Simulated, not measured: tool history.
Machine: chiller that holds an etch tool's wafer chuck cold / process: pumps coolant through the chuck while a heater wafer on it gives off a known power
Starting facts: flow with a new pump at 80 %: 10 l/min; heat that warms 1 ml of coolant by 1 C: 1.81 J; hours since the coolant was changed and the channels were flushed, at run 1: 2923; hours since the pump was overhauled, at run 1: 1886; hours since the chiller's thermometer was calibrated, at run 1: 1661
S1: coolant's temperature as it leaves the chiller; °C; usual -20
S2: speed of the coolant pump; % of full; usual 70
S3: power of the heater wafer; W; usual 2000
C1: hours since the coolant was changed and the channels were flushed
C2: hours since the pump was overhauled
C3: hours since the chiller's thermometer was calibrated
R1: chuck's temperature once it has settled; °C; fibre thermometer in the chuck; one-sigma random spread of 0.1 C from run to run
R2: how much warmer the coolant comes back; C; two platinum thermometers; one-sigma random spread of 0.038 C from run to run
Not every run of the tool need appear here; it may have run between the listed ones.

run	hour	S1	S2	S3	C1	C2	C3	R1	R2
1	0.0	-20	70	2000	2923	1886	1661	-5.5	7.70
2	59.0	-20	78	2000	2982	1945	1720	-6.9	6.81
3	131.4	-20	70	2000	3055	2018	1792	-5.5	7.71
4	168.3	-20	91	2000	3092	2055	1829	-8.4	5.71
5	239.4	-20	91	2000	3163	2126	1900	-8.3	5.71
6	322.1	-20	91	2000	3246	2208	1983	-8.2	5.57
7	383.0	-20	91	2000	3306	2269	2044	-8.3	5.63
8	442.1	-20	91	2000	3366	2328	2103	-8.1	5.56
# hour 521.3: coolant changed, channels flushed
9	521.3	-20	91	2000	0	2402	2176	-8.1	5.52
10	562.4	-19	91	2585	41	2443	2217	-3.8	7.29
11	620.5	-23	65	1345	99	2501	2275	-12.5	5.40
# hour 637.1: chiller's thermometer calibrated
12	686.9	-11	70	2596	165	2566	50	8.0	9.79
13	731.5	-11	70	2596	209	2611	94	8.0	9.87
14	788.9	-11	70	1421	267	2668	152	-0.7	5.19
15	849.8	-27	62	2000	327	2729	213	-11.1	8.68

Predict each of these 3 candidate next runs independently; none follows another, all start after run 15:
A	893.8	-19	70	2000	371	2773	257	?	?
B	893.8	-18	62	2000	371	2773	257	?	?
C	893.8	-27	83	2000	371	2773	257	?	?

run	R1	R2
A	-4.7	7.41
B	-1.9	8.65
C	-14.3	6.01
Take away the tool's hidden state, keep each run's random variation, and the runs would have read:
run	R1	R2
A	-4.7	7.70
B	-2.0	8.94
C	-14.3	6.31
